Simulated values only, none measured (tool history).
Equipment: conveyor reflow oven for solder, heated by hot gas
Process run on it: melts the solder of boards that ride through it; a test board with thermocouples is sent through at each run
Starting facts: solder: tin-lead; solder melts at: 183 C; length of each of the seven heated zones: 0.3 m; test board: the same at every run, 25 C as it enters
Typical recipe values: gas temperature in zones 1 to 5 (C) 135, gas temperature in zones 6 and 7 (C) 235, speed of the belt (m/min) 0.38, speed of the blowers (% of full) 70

run   hour  gas temperature in zones 1 to 5 (C)  gas temperature in zones 6 and 7 (C)  speed of the belt (m/min)  speed of the blowers (% of full)  highest temperature of the board (C)  time above the solder's melting point (s)
  1      0                                  135                                   235                       0.38                                70                                 216.5                                       68.7
  2   19.6                                  135                                   235                      0.401                                70                                 214.5                                       63.5
  3   50.8                                  135                                   235                      0.401                                70                                 214.6                                       62.9
  4   67.5                                  135                                   235                      0.401                                70                                 214.6                                       62.5
  5  103.6                                  135                                   235                      0.401                                70                                 214.1                                       62.4
  6  134.4                                  135                                   235                       0.38                                70                                 215.9                                       68.9
  7  158.2                                  135                                   235                       0.38                                70                                 216.2                                       68.5
  8  194.3                                  135                                   235                       0.38                                70                                 215.8                                       68.3
  9  209.8                                  135                                   235                       0.38                                70                                 216.1                                         68
 10  247.2                                  135                                   235                       0.33                                70                                 219.7                                       83.9
 11  271.3                                  135                                   235                       0.38                                70                                 215.8                                       68.1
 12  302.6                                  135                                   235                       0.38                                70                                 215.5                                       67.6
 13  322.5                                  135                                   235                       0.38                                70                                 215.4                                         68
 14    339                                  135                                   235                       0.38                                86                                 217.6                                       70.8
 15  372.8                                  135                                   235                       0.38                                70                                   215                                       67.5
 16  396.6                                  135                                   237                       0.38                                70                                 216.4                                       69.2
 17  427.9                                  144                                   237                      0.456                                70                                 211.3                                       55.8
 18    462                                  144                                   224                      0.382                                59                                 205.4                                       59.2
 19  478.6                                  148                                   235                       0.38                                70                                 217.2                                       75.9
 20    515                                  147                                   241                       0.38                                64                                 221.2                                       78.1
 21  535.4                                  147                                   241                       0.38                                64                                   221                                       78.5
 22  560.3                                  147                                   245                       0.39                                64                                   223                                       78.1
 23  593.5                                  147                                   245                       0.39                                64                                 223.3                                       78.2
 24  612.2                                  136                                   229                       0.39                                64                                   207                                       57.2
 25  640.3                                  136                                   228                       0.39                                67                                 207.2                                       56.7
 26  658.7                                  136                                   228                       0.39                                67                                   207                                       57.1
     680.4  -- flux residue cleaned out of gas plates and filters
 27  689.5                                  135                                   247                       0.38                                70                                 226.4                                       78.1
 28  714.2                                  135                                   239                      0.398                                72                                 217.8                                         67
 29  734.3                                  135                                   228                      0.398                                72                                 208.9                                       57.7
 30  752.1                                  135                                   228                      0.398                                72                                 208.3                                       57.9
 31  787.2                                  135                                   231                      0.343                                72                                 215.8                                       77.1

4 ways to go on from here, each from the tool as it stands after run 31. What would each give?
  A  815.8                                  145                                   235                       0.38                                70                                     ?                                          ?
  B  815.8                                  130                                   237                       0.38                                70                                     ?                                          ?
  C  815.8                                  135                                   224                      0.404                                82                                     ?                                          ?
  D  815.8                                  135                                   231                      0.439                                72                                     ?                                          ?

run  highest temperature of the board (C)  time above the solder's melting point (s)
  A                                 217.4                                       74.6
  B                                   216                                         67
  C                                 206.2                                       54.5
  D                                 207.6                                       50.1
Without the tool's unlogged condition, the same runs would have read:
run  highest temperature of the board (C)  time above the solder's melting point (s)
  A                                 218.9                                       75.1
  B                                 217.6                                       67.7
  C                                 207.8                                       55.8
  D                                 209.1                                       51.2
